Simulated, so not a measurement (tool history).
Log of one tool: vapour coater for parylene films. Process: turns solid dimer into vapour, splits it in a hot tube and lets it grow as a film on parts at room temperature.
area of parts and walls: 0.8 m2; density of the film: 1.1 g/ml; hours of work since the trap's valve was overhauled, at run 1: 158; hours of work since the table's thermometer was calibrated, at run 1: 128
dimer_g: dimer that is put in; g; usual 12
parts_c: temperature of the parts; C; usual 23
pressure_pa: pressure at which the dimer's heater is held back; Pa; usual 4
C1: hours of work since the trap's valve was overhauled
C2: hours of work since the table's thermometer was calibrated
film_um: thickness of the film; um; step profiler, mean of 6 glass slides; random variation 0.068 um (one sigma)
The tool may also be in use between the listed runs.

run 1 hour=0 | dimer_g=12 parts_c=23 pressure_pa=4 | C1=158 C2=128 | film_um=7.74
run 2 hour=45.1 | dimer_g=12 parts_c=23 pressure_pa=4 | C1=186 C2=156 | film_um=7.7
run 3 hour=83.6 | dimer_g=12 parts_c=23 pressure_pa=4 | C1=209 C2=179 | film_um=7.6
run 4 hour=131.4 | dimer_g=12 parts_c=23 pressure_pa=4 | C1=239 C2=209 | film_um=7.65
run 5 hour=157.7 | dimer_g=12 parts_c=23 pressure_pa=4 | C1=255 C2=225 | film_um=7.63
run 6 hour=194.2 | dimer_g=12 parts_c=23 pressure_pa=4 | C1=277 C2=247 | film_um=7.46
run 7 hour=240 | dimer_g=12 parts_c=23 pressure_pa=4 | C1=305 C2=275 | film_um=7.5
run 8 hour=274 | dimer_g=12 parts_c=23 pressure_pa=4 | C1=326 C2=296 | film_um=7.32
run 9 hour=306.8 | dimer_g=21 parts_c=23 pressure_pa=4 | C1=347 C2=316 | film_um=12.98
run 10 hour=341 | dimer_g=21 parts_c=23 pressure_pa=4 | C1=368 C2=337 | film_um=13.01
run 11 hour=387 | dimer_g=9 parts_c=23 pressure_pa=4 | C1=396 C2=366 | film_um=5.57
run 12 hour=418.2 | dimer_g=12 parts_c=16 pressure_pa=4 | C1=415 C2=385 | film_um=8.56
run 13 hour=445.6 | dimer_g=12 parts_c=16 pressure_pa=4 | C1=432 C2=402 | film_um=8.6
run 14 hour=486 | dimer_g=12 parts_c=16 pressure_pa=4.5 | C1=457 C2=427 | film_um=8.39
run 15 hour=512.1 | dimer_g=12 parts_c=23 pressure_pa=4 | C1=473 C2=443 | film_um=7.1
run 16 hour=553.7 | dimer_g=12 parts_c=23 pressure_pa=4 | C1=498 C2=468 | film_um=7.15
run 17 hour=601.2 | dimer_g=12 parts_c=23 pressure_pa=4 | C1=528 C2=497 | film_um=7.18
-- hour=621.6 trap's valve overhauled
run 18 hour=644.7 | dimer_g=5 parts_c=16 pressure_pa=2.31 | C1=14 C2=522 | film_um=4.23
run 19 hour=673 | dimer_g=18 parts_c=18 pressure_pa=4 | C1=32 C2=539 | film_um=13.5
run 20 hour=696.4 | dimer_g=5 parts_c=34 pressure_pa=7.12 | C1=46 C2=553 | film_um=2.26
run 21 hour=721.5 | dimer_g=21 parts_c=19 pressure_pa=4 | C1=61 C2=569 | film_um=15.05
-- hour=724.9 table's thermometer calibrated
run 22 hour=754.2 | dimer_g=6 parts_c=19 pressure_pa=5.55 | C1=81 C2=18 | film_um=4.12
run 23 hour=789.8 | dimer_g=6 parts_c=19 pressure_pa=5.55 | C1=103 C2=40 | film_um=4.11
run 24 hour=837.1 | dimer_g=10 parts_c=24 pressure_pa=4.93 | C1=132 C2=69 | film_um=6.01
run 25 hour=869 | dimer_g=10 parts_c=24 pressure_pa=4.93 | C1=151 C2=89 | film_um=6.04
run 26 hour=918.2 | dimer_g=10 parts_c=24 pressure_pa=4.93 | C1=182 C2=119 | film_um=5.93
run 27 hour=945.1 | dimer_g=10 parts_c=24 pressure_pa=9.8 | C1=198 C2=135 | film_um=5.45
-- hour=967.1 table's thermometer calibrated, once more
run 28 hour=995.5 | dimer_g=10 parts_c=24 pressure_pa=9.8 | C1=229 C2=17 | film_um=5.58
run 29 hour=1030.8 | dimer_g=6 parts_c=24 pressure_pa=3.44 | C1=250 C2=39 | film_um=3.82
run 30 hour=1054.5 | dimer_g=8 parts_c=35 pressure_pa=2.47 | C1=265 C2=54 | film_um=4.09
run 31 hour=1084.4 | dimer_g=12 parts_c=24 pressure_pa=3.93 | C1=283 C2=72 | film_um=7.52
run 32 hour=1113.2 | dimer_g=18 parts_c=23 pressure_pa=8.99 | C1=301 C2=90 | film_um=10.28
run 33 hour=1143.6 | dimer_g=14 parts_c=30 pressure_pa=8.99 | C1=320 C2=108 | film_um=6.63

Forecast each of these 3 alternatives for the next run:
run A hour=1166.2 | dimer_g=14 parts_c=33 pressure_pa=8.99 | C1=334 C2=122 | film_um=?
run B hour=1166.2 | dimer_g=7 parts_c=23 pressure_pa=8.44 | C1=334 C2=122 | film_um=?
run C hour=1166.2 | dimer_g=8 parts_c=34 pressure_pa=4.35 | C1=334 C2=122 | film_um=?

run=A film_um=6.21
run=B film_um=4
run=C film_um=3.79
Without the tool's hidden state the same runs would have given:
run=A film_um=6.7
run=B film_um=4.32
run=C film_um=4.09
